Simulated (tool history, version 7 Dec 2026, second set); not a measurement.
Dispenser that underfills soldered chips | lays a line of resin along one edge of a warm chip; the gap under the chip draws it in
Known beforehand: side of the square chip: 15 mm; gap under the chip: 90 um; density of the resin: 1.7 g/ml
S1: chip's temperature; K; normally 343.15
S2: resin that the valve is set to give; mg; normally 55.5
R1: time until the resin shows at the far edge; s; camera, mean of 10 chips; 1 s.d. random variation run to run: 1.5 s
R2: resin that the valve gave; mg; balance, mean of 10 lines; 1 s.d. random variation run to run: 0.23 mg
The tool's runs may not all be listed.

Run 1, day 0.000: usual settings. Result: R1 228.5 s, R2 54.09 mg.
At day 0.254: new syringe of resin.
Run 2, day 0.254: usual settings. Result: R1 148.5 s, R2 54.40 mg.
Run 3, day 0.350: usual settings but S2 63.0 mg. Result: R1 162.2 s, R2 61.46 mg.
Run 4, day 0.546: usual settings but S2 63.0 mg. Result: R1 203.0 s, R2 61.67 mg.
At day 0.750: dispensing valve cleaned and set on the balance.
Run 5, day 0.750: usual settings but S2 62.9 mg. Result: R1 243.7 s, R2 62.93 mg.
At day 0.938: new syringe of resin.
Run 6, day 0.992: usual settings but S2 62.9 mg. Result: R1 155.4 s, R2 62.93 mg.
Run 7, day 1.138: usual settings but S1 350.15 K. Result: R1 148.8 s, R2 55.41 mg.
Run 8, day 1.262: usual settings but S1 350.15 K. Result: R1 169.5 s, R2 55.41 mg.
Run 9, day 1.429: usual settings. Result: R1 260.0 s, R2 54.92 mg.
At day 1.575: new syringe of resin.
Run 10, day 1.671: usual settings. Result: R1 165.0 s, R2 55.15 mg.
Run 11, day 1.912: usual settings. Result: R1 218.5 s, R2 54.55 mg.
Run 12, day 2.138: usual settings. Result: R1 281.1 s, R2 54.68 mg.
At day 2.212: new syringe of resin.
Run 13, day 2.383: usual settings but S1 330.15 K. Result: R1 276.3 s, R2 54.56 mg.
Run 14, day 2.604: usual settings but S1 330.15 K. Result: R1 353.2 s, R2 54.56 mg.
Run 15, day 2.825: usual settings but S2 53.3 mg. Result: R1 292.8 s, R2 52.04 mg.
At day 2.850: new syringe of resin.
Run 16, day 3.017: usual settings. Result: R1 180.4 s, R2 54.39 mg.
Run 17, day 3.150: usual settings. Result: R1 213.0 s, R2 53.77 mg.
Run 18, day 3.350: usual settings but S2 62.0 mg. Result: R1 261.0 s, R2 59.94 mg.
At day 3.458: dispensing valve cleaned and set on the balance.
At day 3.533: new syringe of resin.
Run 19, day 3.583: usual settings but S2 62.0 mg. Result: R1 156.7 s, R2 61.88 mg.
Run 20, day 3.704: usual settings but S1 358.15 K, S2 66.9 mg. Result: R1 113.4 s, R2 66.76 mg.
Run 21, day 3.829: usual settings but S1 358.15 K, S2 66.9 mg. Result: R1 131.7 s, R2 66.46 mg.
Run 22, day 4.029: usual settings but S1 357.15 K, S2 50.9 mg. Result: R1 172.7 s, R2 50.79 mg.
At day 4.179: new syringe of resin.
Run 23, day 4.238: usual settings but S1 358.15 K, S2 50.4 mg. Result: R1 103.4 s, R2 50.09 mg.
Run 24, day 4.433: usual settings but S2 47.8 mg. Result: R1 206.4 s, R2 47.37 mg.
Run 25, day 4.650: usual settings but S1 337.15 K, S2 54.4 mg. Result: R1 309.6 s, R2 53.87 mg.
Run 26, day 4.758: usual settings but S1 357.15 K, S2 49.5 mg. Result: R1 189.8 s, R2 48.76 mg.
At day 4.812: new syringe of resin.
Run 27, day 4.888: usual settings but S1 357.15 K, S2 58.7 mg. Result: R1 108.3 s, R2 57.76 mg.
Run 28, day 5.071: usual settings but S1 330.15 K, S2 66.1 mg. Result: R1 309.3 s, R2 65.02 mg.
Run 29, day 5.175: usual settings but S1 358.15 K, S2 53.1 mg. Result: R1 142.2 s, R2 52.11 mg.
Run 30, day 5.279: usual settings but S1 339.15 K, S2 56.3 mg. Result: R1 291.7 s, R2 55.38 mg.
At day 5.446: new syringe of resin.
Run 31, day 5.500: usual settings but S2 49.7 mg. Result: R1 164.9 s, R2 48.66 mg.
Run 32, day 5.700: usual settings but S1 328.15 K, S2 47.3 mg. Result: R1 348.6 s, R2 46.34 mg.
Run 33, day 5.829: usual settings but S1 328.15 K, S2 47.3 mg. Result: R1 404.3 s, R2 46.15 mg.
Run 34, day 5.992: usual settings but S1 333.15 K, S2 61.7 mg. Result: R1 384.5 s, R2 60.32 mg.
At day 6.092: new syringe of resin.
At day 6.179: dispensing valve cleaned and set on the balance.
Run 35, day 6.208: usual settings but S1 344.15 K, S2 54.4 mg. Result: R1 161.5 s, R2 54.43 mg.
Run 36, day 6.308: usual settings but S1 340.15 K, S2 71.9 mg. Result: R1 200.3 s, R2 71.46 mg.
Run 37, day 6.442: usual settings but S1 340.15 K, S2 71.9 mg. Result: R1 236.5 s, R2 71.49 mg.

Forecast each of these 3 alternatives for the next run:
Run A, day 6.617: usual settings but S1 340.15 K, S2 67.0 mg. Result: R1 ?, R2 ?.
Run B, day 6.617: usual settings but S1 355.15 K, S2 48.7 mg. Result: R1 ?, R2 ?.
Run C, day 6.617: usual settings but S1 330.15 K, S2 70.3 mg. Result: R1 ?, R2 ?.

run     R1     R2
  A  285.8  66.91
  B  181.3  48.53
  C  395.2  70.00
The same runs, with their run-to-run variation unchanged, on a tool lacking any hidden condition would have given:
run     R1     R2
  A  161.4  67.32
  B  102.7  48.83
  C  222.9  70.43
